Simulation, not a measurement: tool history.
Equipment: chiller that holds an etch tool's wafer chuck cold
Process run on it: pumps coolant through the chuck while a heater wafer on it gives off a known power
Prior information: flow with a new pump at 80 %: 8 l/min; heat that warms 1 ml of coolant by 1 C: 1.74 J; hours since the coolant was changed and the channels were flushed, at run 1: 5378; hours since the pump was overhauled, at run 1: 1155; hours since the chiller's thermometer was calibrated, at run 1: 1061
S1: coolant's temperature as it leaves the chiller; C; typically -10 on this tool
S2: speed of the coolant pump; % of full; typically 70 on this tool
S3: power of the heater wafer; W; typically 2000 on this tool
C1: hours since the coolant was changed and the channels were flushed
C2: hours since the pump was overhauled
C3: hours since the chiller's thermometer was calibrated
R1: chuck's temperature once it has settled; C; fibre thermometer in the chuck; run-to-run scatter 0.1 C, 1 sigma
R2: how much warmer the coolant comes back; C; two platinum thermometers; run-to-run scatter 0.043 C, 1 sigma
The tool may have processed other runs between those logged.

run    hour   S1  S2    S3    C1    C2    C3    R1     R2
  1     0.0  -10  70  2000  5378  1155  1061   6.5   9.98
  2    44.7  -16  70  2000  5423  1200  1106   0.7  10.05
  3    84.2  -16  70  2000  5462  1240  1145   0.4  10.08
  4   141.9  -14  70  2000  5520  1297  1203   2.6  10.13
  5   182.6   -1  70  2000  5561  1338  1244  15.5  10.09
  6   215.8   -1  70  2000  5594  1371  1277  15.4  10.11
  7   247.9  -10  70  2000  5626  1403  1309   6.4   9.91
  8   292.8  -10  78  2000  5671  1448  1354   5.2   8.97
  9   360.1  -10  74  2000  5738  1516  1421   5.8   9.44
 10   427.4  -10  70  2000  5805  1583  1488   6.5  10.09
 11   500.1  -10  70  2000  5878  1656  1561   6.5  10.09
 12   554.2  -10  70  2000  5932  1710  1615   6.4  10.10
 13   592.2  -10  70  2000  5970  1748  1653   6.3  10.19
 14   665.4  -15  70  2000  6043  1821  1727   1.5  10.18
 15   717.2  -15  70  2000  6095  1873  1778   1.4  10.07
 16   789.7  -15  70  1462  6168  1945  1851  -3.0   7.53
 17   854.4  -14  70  2000  6232  2010  1916   2.7  10.20
 18   927.7  -11  70  2000  6306  2083  1989   5.3  10.23
 19  1001.7   -8  70  2000  6380  2157  2063   8.3  10.20
 20  1045.3   -8  70  1457  6423  2201  2106   4.2   7.50
 21  1106.6  -10  74  2639  6484  2262  2168  10.7  12.58
 22  1172.7  -10  74  2639  6551  2328  2234  10.8  12.64
 23  1205.2   -6  73  1087  6583  2361  2266   2.6   5.41
     1269.4  -- chiller's thermometer calibrated
 24  1280.4   -1  74  2240  6657  2435    11  16.7  10.76
 25  1316.8   -6  74  2000  6694  2471    47   9.8   9.63
 26  1390.2   -6  74  2000  6767  2545   121   9.9   9.67
 27  1445.5  -10  67  2000  6822  2600   176   7.0  10.85
 28  1490.8  -10  67  2000  6868  2645   221   7.1  10.81
 29  1550.6  -15  90  2845  6928  2705   281   4.5  11.05
 30  1617.5  -15  90  2845  6994  2772   348   4.6  10.96
 31  1663.9  -15  67  2454  7041  2818   394   6.0  13.22

Below, each run's measurement less what the same run would have read without the hidden state. Both values contain the same run-to-run variation, but the gauge's scatter may not be the same in both:
Hidden state present: heat passed by the chuck's channels, % of clean ones'; flow at a given pump speed, % of a new pump's; coolant's true temperature over the reading, C; drift of the gauge itself on chuck_c, C; drift of the gauge itself on warmer_back_c, C.
run     R2
  1  +0.00
  2  +0.01
  3  +0.02
  4  +0.03
  5  +0.03
  6  +0.04
  7  +0.04
  8  +0.05
  9  +0.06
 10  +0.08
 11  +0.09
 12  +0.10
 13  +0.10
 14  +0.12
 15  +0.13
 16  +0.14
 17  +0.15
 18  +0.17
 19  +0.17
 20  +0.18
 21  +0.19
 22  +0.21
 23  +0.21
 24  +0.22
 25  +0.23
 26  +0.24
 27  +0.26
 28  +0.27
 29  +0.27
 30  +0.29
 31  +0.30
For R1, the value without the hidden state is never more than 0.1 C from the measured value.
